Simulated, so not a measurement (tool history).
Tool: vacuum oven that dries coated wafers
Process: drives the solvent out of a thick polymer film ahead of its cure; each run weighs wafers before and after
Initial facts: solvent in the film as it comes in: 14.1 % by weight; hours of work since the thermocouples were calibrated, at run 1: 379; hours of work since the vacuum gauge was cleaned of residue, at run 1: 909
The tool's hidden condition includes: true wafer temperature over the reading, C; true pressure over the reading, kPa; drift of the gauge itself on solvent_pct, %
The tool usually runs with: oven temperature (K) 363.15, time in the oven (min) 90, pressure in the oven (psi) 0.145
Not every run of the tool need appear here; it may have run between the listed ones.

run	day	oven temperature (K)	time in the oven (min)	pressure in the oven (psi)	hours of work since the thermocouples were calibrated	hours of work since the vacuum gauge was cleaned of residue	solvent left in the film (%)
1	0.000	363.15	90	0.145	379	909	1.41
2	2.021	363.15	90	0.145	411	941	1.36
3	3.788	363.15	90	0.145	439	969	1.34
4	4.683	363.15	90	0.145	453	983	1.35
5	5.658	363.15	90	0.145	469	999	1.38
6	7.358	363.15	90	0.145	496	1026	1.37
7	8.621	363.15	90	0.145	516	1046	1.36
8	9.925	363.15	90	0.145	536	1066	1.35
9	10.871	363.15	90	0.145	551	1081	1.34
10	11.883	363.15	150	0.145	568	1098	0.71
11	13.633	363.15	150	0.145	595	1125	0.70
12	14.475	363.15	90	0.145	609	1139	1.29
# day 15.400: vacuum gauge cleaned of residue and calibrated
13	16.496	363.15	90	0.145	640	17	1.30
14	18.021	363.15	90	0.145	664	42	1.26
15	19.554	363.15	90	0.145	688	66	1.26
16	21.558	363.15	90	0.145	720	98	1.23
17	22.508	363.15	90	0.145	735	113	1.27
18	24.154	363.15	90	0.145	761	139	1.24
19	25.558	363.15	90	0.145	784	161	1.24
20	26.900	363.15	90	0.145	805	183	1.23
21	28.354	363.15	90	0.145	828	206	1.24
22	30.221	363.15	90	0.184	858	235	1.33
23	31.467	363.15	90	0.184	878	255	1.38
24	33.058	376.15	111	0.563	903	280	1.17
25	34.004	376.15	111	0.563	918	296	1.16
26	35.992	363.15	71	0.284	950	327	2.18
27	37.754	368.15	90	0.145	978	355	0.76
28	39.367	368.15	90	0.145	1003	381	0.82
29	41.350	353.15	151	0.094	1035	412	1.04
30	42.950	353.15	151	0.094	1060	438	1.04
31	44.871	374.15	64	0.550	1091	468	1.66
32	46.021	349.15	59	0.550	1109	486	6.49
33	46.942	349.15	59	0.550	1124	501	6.51
34	47.950	349.15	59	0.550	1139	517	6.61
35	49.921	363.15	90	0.570	1171	548	2.47
36	51.817	377.15	90	0.083	1201	578	0.23
37	53.183	377.15	90	0.083	1223	600	0.27
38	54.350	377.15	90	0.145	1241	619	0.37
39	55.396	377.15	90	0.145	1258	635	0.35
40	56.850	355.15	140	0.361	1281	658	2.11
41	57.954	371.15	69	0.249	1298	676	1.15
42	59.833	363.15	89	0.099	1328	706	1.07
43	61.762	363.15	89	0.099	1359	737	1.08
44	63.342	352.15	129	0.222	1384	762	2.01
45	64.625	352.15	129	0.222	1404	782	2.00
46	65.608	363.15	54	0.145	1420	798	2.49

How the hidden state differs across the entries between the runs, from the last listed run before each to the first after it:
Run 12 -> run 13: vacuum gauge cleaned of residue and calibrated (day 15.400)
  true wafer temperature over the reading, C: 0.76 -> 0.81; true pressure over the reading, kPa: 0.119 -> -0.004
  measured minus no-state result, solvent left in the film (%): -0.03 -> -0.10
